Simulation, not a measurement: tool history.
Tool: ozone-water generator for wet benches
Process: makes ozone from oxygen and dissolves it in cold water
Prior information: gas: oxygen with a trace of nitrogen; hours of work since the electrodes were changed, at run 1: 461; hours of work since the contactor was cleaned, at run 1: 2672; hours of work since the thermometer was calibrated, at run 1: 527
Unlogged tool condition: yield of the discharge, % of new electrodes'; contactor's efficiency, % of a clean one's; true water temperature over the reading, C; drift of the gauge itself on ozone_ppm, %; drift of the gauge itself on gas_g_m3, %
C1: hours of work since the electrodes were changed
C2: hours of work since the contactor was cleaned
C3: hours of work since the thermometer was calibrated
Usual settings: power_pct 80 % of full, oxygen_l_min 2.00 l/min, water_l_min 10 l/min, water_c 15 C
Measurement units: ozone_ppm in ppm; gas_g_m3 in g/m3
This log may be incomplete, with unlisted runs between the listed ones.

run 1 hour=0.0 | power_pct=80 oxygen_l_min=2.00 water_l_min=10 water_c=15 | C1=461 C2=2672 C3=527 | ozone_ppm=26.3 gas_g_m3=295.0
run 2 hour=19.7 | power_pct=80 oxygen_l_min=2.00 water_l_min=10 water_c=15 | C1=474 C2=2685 C3=541 | ozone_ppm=26.3 gas_g_m3=294.6
run 3 hour=54.1 | power_pct=80 oxygen_l_min=2.00 water_l_min=10 water_c=15 | C1=497 C2=2708 C3=564 | ozone_ppm=26.5 gas_g_m3=294.5
run 4 hour=88.6 | power_pct=80 oxygen_l_min=2.00 water_l_min=10 water_c=15 | C1=521 C2=2731 C3=587 | ozone_ppm=26.7 gas_g_m3=294.3
run 5 hour=126.9 | power_pct=80 oxygen_l_min=2.00 water_l_min=7 water_c=15 | C1=546 C2=2757 C3=612 | ozone_ppm=34.9 gas_g_m3=294.4
run 6 hour=162.6 | power_pct=80 oxygen_l_min=2.00 water_l_min=7 water_c=15 | C1=570 C2=2781 C3=636 | ozone_ppm=35.0 gas_g_m3=291.3
run 7 hour=199.4 | power_pct=80 oxygen_l_min=3.43 water_l_min=7 water_c=15 | C1=595 C2=2806 C3=661 | ozone_ppm=35.2 gas_g_m3=226.8
run 8 hour=226.2 | power_pct=80 oxygen_l_min=1.40 water_l_min=10 water_c=15 | C1=613 C2=2823 C3=679 | ozone_ppm=24.4 gas_g_m3=343.9
run 9 hour=256.3 | power_pct=80 oxygen_l_min=1.40 water_l_min=10 water_c=15 | C1=633 C2=2844 C3=699 | ozone_ppm=24.7 gas_g_m3=343.4
run 10 hour=289.4 | power_pct=43 oxygen_l_min=2.00 water_l_min=10 water_c=15 | C1=655 C2=2866 C3=721 | ozone_ppm=18.3 gas_g_m3=201.1
run 11 hour=308.3 | power_pct=80 oxygen_l_min=2.00 water_l_min=10 water_c=14 | C1=668 C2=2878 C3=734 | ozone_ppm=27.0 gas_g_m3=288.3
run 12 hour=332.8 | power_pct=80 oxygen_l_min=2.00 water_l_min=10 water_c=15 | C1=684 C2=2895 C3=750 | ozone_ppm=26.4 gas_g_m3=289.9
run 13 hour=377.2 | power_pct=80 oxygen_l_min=2.00 water_l_min=10 water_c=15 | C1=714 C2=2925 C3=780 | ozone_ppm=26.5 gas_g_m3=289.8
run 14 hour=416.5 | power_pct=80 oxygen_l_min=2.00 water_l_min=10 water_c=15 | C1=740 C2=2951 C3=806 | ozone_ppm=26.7 gas_g_m3=290.1
run 15 hour=444.7 | power_pct=80 oxygen_l_min=2.00 water_l_min=10 water_c=15 | C1=759 C2=2970 C3=825 | ozone_ppm=26.5 gas_g_m3=291.5
run 16 hour=477.6 | power_pct=87 oxygen_l_min=2.00 water_l_min=10 water_c=15 | C1=781 C2=2992 C3=847 | ozone_ppm=27.8 gas_g_m3=301.4
run 17 hour=506.2 | power_pct=87 oxygen_l_min=2.00 water_l_min=10 water_c=15 | C1=800 C2=3011 C3=866 | ozone_ppm=28.1 gas_g_m3=304.4
run 18 hour=539.5 | power_pct=86 oxygen_l_min=2.00 water_l_min=10 water_c=9 | C1=822 C2=3033 C3=889 | ozone_ppm=29.8 gas_g_m3=301.3
run 19 hour=570.0 | power_pct=86 oxygen_l_min=2.00 water_l_min=10 water_c=9 | C1=843 C2=3054 C3=909 | ozone_ppm=29.5 gas_g_m3=302.7
run 20 hour=609.0 | power_pct=86 oxygen_l_min=2.00 water_l_min=10 water_c=9 | C1=869 C2=3080 C3=935 | ozone_ppm=29.7 gas_g_m3=299.2
run 21 hour=640.0 | power_pct=86 oxygen_l_min=2.00 water_l_min=10 water_c=9 | C1=890 C2=3100 C3=956 | ozone_ppm=29.8 gas_g_m3=300.0
-- hour=645.5 gauge calibrated
run 22 hour=679.0 | power_pct=81 oxygen_l_min=2.14 water_l_min=15 water_c=19 | C1=916 C2=3127 C3=982 | ozone_ppm=18.2 gas_g_m3=287.8
run 23 hour=707.4 | power_pct=81 oxygen_l_min=2.14 water_l_min=8 water_c=17 | C1=935 C2=3146 C3=1001 | ozone_ppm=31.0 gas_g_m3=286.1
run 24 hour=728.2 | power_pct=87 oxygen_l_min=2.00 water_l_min=12 water_c=17 | C1=949 C2=3160 C3=1015 | ozone_ppm=23.6 gas_g_m3=306.7
run 25 hour=750.1 | power_pct=46 oxygen_l_min=2.00 water_l_min=10 water_c=16 | C1=963 C2=3174 C3=1030 | ozone_ppm=18.4 gas_g_m3=211.3
run 26 hour=785.7 | power_pct=66 oxygen_l_min=2.00 water_l_min=14 water_c=15 | C1=987 C2=3198 C3=1053 | ozone_ppm=17.5 gas_g_m3=261.1
run 27 hour=829.3 | power_pct=49 oxygen_l_min=2.00 water_l_min=10 water_c=15 | C1=1016 C2=3227 C3=1083 | ozone_ppm=19.7 gas_g_m3=216.5
run 28 hour=851.9 | power_pct=80 oxygen_l_min=1.10 water_l_min=10 water_c=15 | C1=1032 C2=3242 C3=1098 | ozone_ppm=23.0 gas_g_m3=383.8
run 29 hour=876.1 | power_pct=80 oxygen_l_min=1.10 water_l_min=10 water_c=15 | C1=1048 C2=3258 C3=1114 | ozone_ppm=22.8 gas_g_m3=385.8
run 30 hour=907.9 | power_pct=80 oxygen_l_min=1.10 water_l_min=10 water_c=17 | C1=1069 C2=3280 C3=1135 | ozone_ppm=22.7 gas_g_m3=383.9
run 31 hour=949.2 | power_pct=80 oxygen_l_min=1.10 water_l_min=10 water_c=17 | C1=1097 C2=3307 C3=1163 | ozone_ppm=22.7 gas_g_m3=382.7
run 32 hour=982.5 | power_pct=65 oxygen_l_min=1.10 water_l_min=10 water_c=9 | C1=1119 C2=3330 C3=1185 | ozone_ppm=21.2 gas_g_m3=336.7
run 33 hour=1008.2 | power_pct=89 oxygen_l_min=1.10 water_l_min=10 water_c=16 | C1=1136 C2=3347 C3=1202 | ozone_ppm=24.4 gas_g_m3=408.7
run 34 hour=1028.8 | power_pct=93 oxygen_l_min=1.14 water_l_min=7 water_c=23 | C1=1150 C2=3361 C3=1216 | ozone_ppm=32.0 gas_g_m3=410.5

Here are 3 independent what-if runs from the current tool condition. What would each one return?
run A hour=1051.1 | power_pct=80 oxygen_l_min=1.75 water_l_min=8 water_c=7 | C1=1165 C2=3376 C3=1231 | ozone_ppm=? gas_g_m3=?
run B hour=1051.1 | power_pct=61 oxygen_l_min=2.56 water_l_min=7 water_c=23 | C1=1165 C2=3376 C3=1231 | ozone_ppm=? gas_g_m3=?
run C hour=1051.1 | power_pct=47 oxygen_l_min=1.26 water_l_min=10 water_c=15 | C1=1165 C2=3376 C3=1231 | ozone_ppm=? gas_g_m3=?

run=A ozone_ppm=34.1 gas_g_m3=308.1
run=B ozone_ppm=26.2 gas_g_m3=220.7
run=C ozone_ppm=17.2 gas_g_m3=260.4
Had the tool no hidden state, the same runs would have come out as:
run=A ozone_ppm=34.1 gas_g_m3=313.7
run=B ozone_ppm=26.2 gas_g_m3=224.7
run=C ozone_ppm=17.2 gas_g_m3=265.1
